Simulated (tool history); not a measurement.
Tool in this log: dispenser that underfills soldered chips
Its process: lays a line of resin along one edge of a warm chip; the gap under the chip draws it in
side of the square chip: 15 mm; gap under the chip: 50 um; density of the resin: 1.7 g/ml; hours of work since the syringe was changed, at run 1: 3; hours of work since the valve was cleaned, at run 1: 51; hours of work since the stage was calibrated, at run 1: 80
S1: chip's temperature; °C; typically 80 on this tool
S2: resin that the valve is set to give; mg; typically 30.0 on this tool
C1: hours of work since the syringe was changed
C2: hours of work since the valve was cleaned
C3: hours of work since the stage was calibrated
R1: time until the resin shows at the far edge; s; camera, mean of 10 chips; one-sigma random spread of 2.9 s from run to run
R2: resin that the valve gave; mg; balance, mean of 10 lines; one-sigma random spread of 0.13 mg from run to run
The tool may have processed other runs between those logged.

{"run": 1, "hour": 0.0, "S1": 80, "S2": 30.0, "C1": 3, "C2": 51, "C3": 80, "R1": 346.5, "R2": 29.29}
{"hour": 7.2, "done": "new syringe of resin"}
{"run": 2, "hour": 11.9, "S1": 77, "S2": 30.0, "C1": 3, "C2": 58, "C3": 88, "R1": 393.7, "R2": 29.05}
{"hour": 18.0, "done": "new syringe of resin"}
{"run": 3, "hour": 18.7, "S1": 80, "S2": 36.4, "C1": 0, "C2": 62, "C3": 92, "R1": 290.5, "R2": 35.23}
{"run": 4, "hour": 26.2, "S1": 80, "S2": 36.4, "C1": 5, "C2": 67, "C3": 96, "R1": 395.4, "R2": 35.36}
{"hour": 29.1, "done": "new syringe of resin"}
{"run": 5, "hour": 38.9, "S1": 80, "S2": 36.4, "C1": 6, "C2": 75, "C3": 104, "R1": 418.6, "R2": 35.35}
{"hour": 39.8, "done": "new syringe of resin"}
{"run": 6, "hour": 45.6, "S1": 80, "S2": 36.4, "C1": 4, "C2": 79, "C3": 108, "R1": 364.9, "R2": 34.9}
{"hour": 50.9, "done": "new syringe of resin"}
{"run": 7, "hour": 51.2, "S1": 80, "S2": 30.0, "C1": 0, "C2": 82, "C3": 112, "R1": 293.4, "R2": 28.7}
{"run": 8, "hour": 59.9, "S1": 80, "S2": 30.0, "C1": 6, "C2": 88, "C3": 117, "R1": 407.9, "R2": 28.88}
{"hour": 62.3, "done": "new syringe of resin"}
{"run": 9, "hour": 68.1, "S1": 80, "S2": 30.0, "C1": 4, "C2": 93, "C3": 122, "R1": 363.5, "R2": 28.75}
{"hour": 74.0, "done": "new syringe of resin"}
{"hour": 78.4, "done": "dispensing valve cleaned and set on the balance"}
{"run": 10, "hour": 80.6, "S1": 80, "S2": 30.0, "C1": 4, "C2": 1, "C3": 129, "R1": 356.1, "R2": 30.11}
{"hour": 86.4, "done": "new syringe of resin"}
{"run": 11, "hour": 93.5, "S1": 80, "S2": 30.0, "C1": 4, "C2": 9, "C3": 137, "R1": 382.3, "R2": 29.99}
{"hour": 97.6, "done": "new syringe of resin"}
{"run": 12, "hour": 102.8, "S1": 80, "S2": 30.0, "C1": 3, "C2": 15, "C3": 143, "R1": 351.0, "R2": 29.88}
{"hour": 108.4, "done": "new syringe of resin"}
{"run": 13, "hour": 116.2, "S1": 68, "S2": 30.0, "C1": 5, "C2": 23, "C3": 151, "R1": 639.1, "R2": 29.81}
{"hour": 119.9, "done": "new syringe of resin"}
{"run": 14, "hour": 123.1, "S1": 68, "S2": 30.0, "C1": 2, "C2": 28, "C3": 155, "R1": 543.6, "R2": 29.7}
{"hour": 130.6, "done": "new syringe of resin"}
{"run": 15, "hour": 131.8, "S1": 68, "S2": 30.0, "C1": 1, "C2": 33, "C3": 161, "R1": 506.8, "R2": 29.44}
{"hour": 141.6, "done": "new syringe of resin"}
{"run": 16, "hour": 144.2, "S1": 80, "S2": 26.3, "C1": 2, "C2": 41, "C3": 168, "R1": 324.7, "R2": 25.86}
{"hour": 152.5, "done": "new syringe of resin"}
{"run": 17, "hour": 155.9, "S1": 76, "S2": 26.3, "C1": 2, "C2": 48, "C3": 176, "R1": 397.2, "R2": 25.63}
{"hour": 163.3, "done": "new syringe of resin"}
{"run": 18, "hour": 164.9, "S1": 80, "S2": 32.3, "C1": 1, "C2": 53, "C3": 181, "R1": 302.7, "R2": 31.41}

Run 19 is up next; what results do you expect?
{"hour": 174.7, "done": "new syringe of resin"}
{"run": 19, "hour": 175.6, "S1": 80, "S2": 29.2, "C1": 1, "C2": 60, "C3": 188, "R1": "?", "R2": "?"}

For run 19 the tool returned R1 296.4 s, R2 28.26 mg.
If the tool had no hidden condition, the same run with the same run-to-run variation would have returned R1 294.3 s, R2 29.03 mg.
